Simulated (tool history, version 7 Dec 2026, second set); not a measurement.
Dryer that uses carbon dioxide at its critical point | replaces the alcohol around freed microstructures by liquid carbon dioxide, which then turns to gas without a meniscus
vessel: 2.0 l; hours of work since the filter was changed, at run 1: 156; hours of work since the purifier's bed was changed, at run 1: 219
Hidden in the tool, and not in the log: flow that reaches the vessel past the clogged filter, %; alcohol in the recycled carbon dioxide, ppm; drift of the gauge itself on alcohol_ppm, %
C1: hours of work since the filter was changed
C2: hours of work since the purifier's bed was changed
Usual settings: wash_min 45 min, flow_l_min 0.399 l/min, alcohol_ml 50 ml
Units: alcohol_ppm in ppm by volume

Run 1, hour 0.0: usual settings; C1 156; C2 219. Result: alcohol_ppm 76 ppm by volume.
Run 2, hour 34.5: usual settings; C1 174; C2 237. Result: alcohol_ppm 80 ppm by volume.
Run 3, hour 68.3: usual settings; C1 192; C2 255. Result: alcohol_ppm 89 ppm by volume.
Run 4, hour 102.4: usual settings; C1 210; C2 273. Result: alcohol_ppm 102 ppm by volume.
Run 5, hour 137.8: usual settings; C1 229; C2 291. Result: alcohol_ppm 92 ppm by volume.
Run 6, hour 166.1: usual settings but flow_l_min 0.594 l/min; C1 244; C2 306. Result: alcohol_ppm 49 ppm by volume.
At hour 184.3: inlet filter changed.
Run 7, hour 198.0: usual settings; C1 7; C2 323. Result: alcohol_ppm 79 ppm by volume.
Run 8, hour 220.6: usual settings; C1 19; C2 335. Result: alcohol_ppm 80 ppm by volume.
Run 9, hour 252.5: usual settings; C1 36; C2 351. Result: alcohol_ppm 77 ppm by volume.
Run 10, hour 292.2: usual settings; C1 57; C2 372. Result: alcohol_ppm 95 ppm by volume.
Run 11, hour 317.2: usual settings; C1 70; C2 385. Result: alcohol_ppm 89 ppm by volume.
Run 12, hour 354.8: usual settings; C1 90; C2 405. Result: alcohol_ppm 86 ppm by volume.
Run 13, hour 375.4: usual settings; C1 101; C2 416. Result: alcohol_ppm 96 ppm by volume.
Run 14, hour 417.3: usual settings; C1 123; C2 438. Result: alcohol_ppm 102 ppm by volume.
Run 15, hour 462.2: usual settings; C1 146; C2 462. Result: alcohol_ppm 116 ppm by volume.
Run 16, hour 496.7: usual settings but wash_min 28 min; C1 165; C2 480. Result: alcohol_ppm 566 ppm by volume.
Run 17, hour 528.7: usual settings but wash_min 28 min, alcohol_ml 87 ml; C1 181; C2 497. Result: alcohol_ppm 949 ppm by volume.
Run 18, hour 561.4: usual settings but wash_min 28 min, alcohol_ml 87 ml; C1 199; C2 514. Result: alcohol_ppm 955 ppm by volume.
Run 19, hour 588.8: usual settings but alcohol_ml 91 ml; C1 213; C2 528. Result: alcohol_ppm 159 ppm by volume.
Run 20, hour 610.3: usual settings but alcohol_ml 91 ml; C1 224; C2 540. Result: alcohol_ppm 163 ppm by volume.
Run 21, hour 634.2: usual settings but alcohol_ml 91 ml; C1 237; C2 552. Result: alcohol_ppm 181 ppm by volume.
At hour 663.6: inlet filter changed.
Run 22, hour 677.3: usual settings but alcohol_ml 107 ml; C1 7; C2 575. Result: alcohol_ppm 140 ppm by volume.
Run 23, hour 714.7: usual settings; C1 27; C2 594. Result: alcohol_ppm 109 ppm by volume.
Run 24, hour 753.2: usual settings; C1 47; C2 614. Result: alcohol_ppm 124 ppm by volume.
Run 25, hour 781.4: usual settings but alcohol_ml 22 ml; C1 62; C2 629. Result: alcohol_ppm 105 ppm by volume.
Run 26, hour 823.7: usual settings but wash_min 49 min, flow_l_min 0.595 l/min, alcohol_ml 46 ml; C1 84; C2 652. Result: alcohol_ppm 92 ppm by volume.
Run 27, hour 861.7: usual settings but wash_min 49 min, flow_l_min 0.595 l/min, alcohol_ml 46 ml; C1 104; C2 672. Result: alcohol_ppm 92 ppm by volume.
Run 28, hour 903.8: usual settings but wash_min 30 min, flow_l_min 0.255 l/min, alcohol_ml 46 ml; C1 126; C2 694. Result: alcohol_ppm 1544 ppm by volume.
Run 29, hour 945.0: usual settings but wash_min 30 min, flow_l_min 0.255 l/min, alcohol_ml 46 ml; C1 148; C2 716. Result: alcohol_ppm 1556 ppm by volume.
Run 30, hour 987.4: usual settings but wash_min 31 min, alcohol_ml 57 ml; C1 171; C2 738. Result: alcohol_ppm 476 ppm by volume.
Run 31, hour 1018.8: usual settings; C1 187; C2 754. Result: alcohol_ppm 151 ppm by volume.
Run 32, hour 1054.8: usual settings; C1 206; C2 773. Result: alcohol_ppm 148 ppm by volume.
Run 33, hour 1082.1: usual settings but wash_min 47 min, alcohol_ml 36 ml; C1 220; C2 788. Result: alcohol_ppm 131 ppm by volume.
Run 34, hour 1113.2: usual settings but wash_min 47 min, alcohol_ml 36 ml; C1 237; C2 804. Result: alcohol_ppm 138 ppm by volume.
Run 35, hour 1138.4: usual settings but wash_min 47 min, alcohol_ml 36 ml; C1 250; C2 817. Result: alcohol_ppm 141 ppm by volume.
At hour 1143.6: inlet filter changed.
Run 36, hour 1185.0: usual settings but alcohol_ml 44 ml; C1 22; C2 841. Result: alcohol_ppm 130 ppm by volume.
Run 37, hour 1205.4: usual settings but alcohol_ml 44 ml; C1 33; C2 852. Result: alcohol_ppm 134 ppm by volume.
Run 38, hour 1242.7: usual settings but wash_min 63 min, flow_l_min 0.636 l/min, alcohol_ml 44 ml; C1 52; C2 872. Result: alcohol_ppm 116 ppm by volume.
Run 39, hour 1267.0: usual settings but wash_min 66 min, flow_l_min 0.246 l/min; C1 65; C2 885. Result: alcohol_ppm 171 ppm by volume.
Run 40, hour 1309.1: usual settings but flow_l_min 0.266 l/min; C1 87; C2 907. Result: alcohol_ppm 429 ppm by volume.
Run 41, hour 1340.8: usual settings but flow_l_min 0.266 l/min; C1 104; C2 923. Result: alcohol_ppm 433 ppm by volume.
Run 42, hour 1379.9: usual settings but wash_min 58 min, alcohol_ml 60 ml; C1 124; C2 944. Result: alcohol_ppm 126 ppm by volume.
Run 43, hour 1403.2: usual settings but wash_min 40 min, alcohol_ml 60 ml; C1 137; C2 956. Result: alcohol_ppm 227 ppm by volume.
Run 44, hour 1445.4: usual settings but wash_min 37 min, flow_l_min 0.303 l/min, alcohol_ml 37 ml; C1 159; C2 979. Result: alcohol_ppm 474 ppm by volume.
Run 45, hour 1490.1: usual settings but flow_l_min 0.394 l/min, alcohol_ml 42 ml; C1 183; C2 1002. Result: alcohol_ppm 164 ppm by volume.
Run 46, hour 1531.0: usual settings but flow_l_min 0.339 l/min, alcohol_ml 42 ml; C1 204; C2 1024. Result: alcohol_ppm 237 ppm by volume.
Run 47, hour 1555.0: usual settings but wash_min 29 min, flow_l_min 0.440 l/min, alcohol_ml 31 ml; C1 217; C2 1036. Result: alcohol_ppm 329 ppm by volume.

4 ways to go on from here, each from the tool as it stands after run 47. What would each give?
Run A, hour 1584.0: usual settings but wash_min 29 min, flow_l_min 0.571 l/min, alcohol_ml 31 ml; C1 232; C2 1052. Result: alcohol_ppm ?.
Run B, hour 1584.0: usual settings but flow_l_min 0.420 l/min; C1 232; C2 1052. Result: alcohol_ppm ?.
Run C, hour 1584.0: usual settings but wash_min 29 min, flow_l_min 0.440 l/min, alcohol_ml 26 ml; C1 232; C2 1052. Result: alcohol_ppm ?.
Run D, hour 1584.0: usual settings but wash_min 32 min, flow_l_min 0.514 l/min, alcohol_ml 38 ml; C1 232; C2 1052. Result: alcohol_ppm ?.

run  alcohol_ppm
  A          192
  B          176
  C          302
  D          194
Without the tool's hidden state the same runs would have given:
run  alcohol_ppm
  A           40
  B           30
  C          113
  D           37
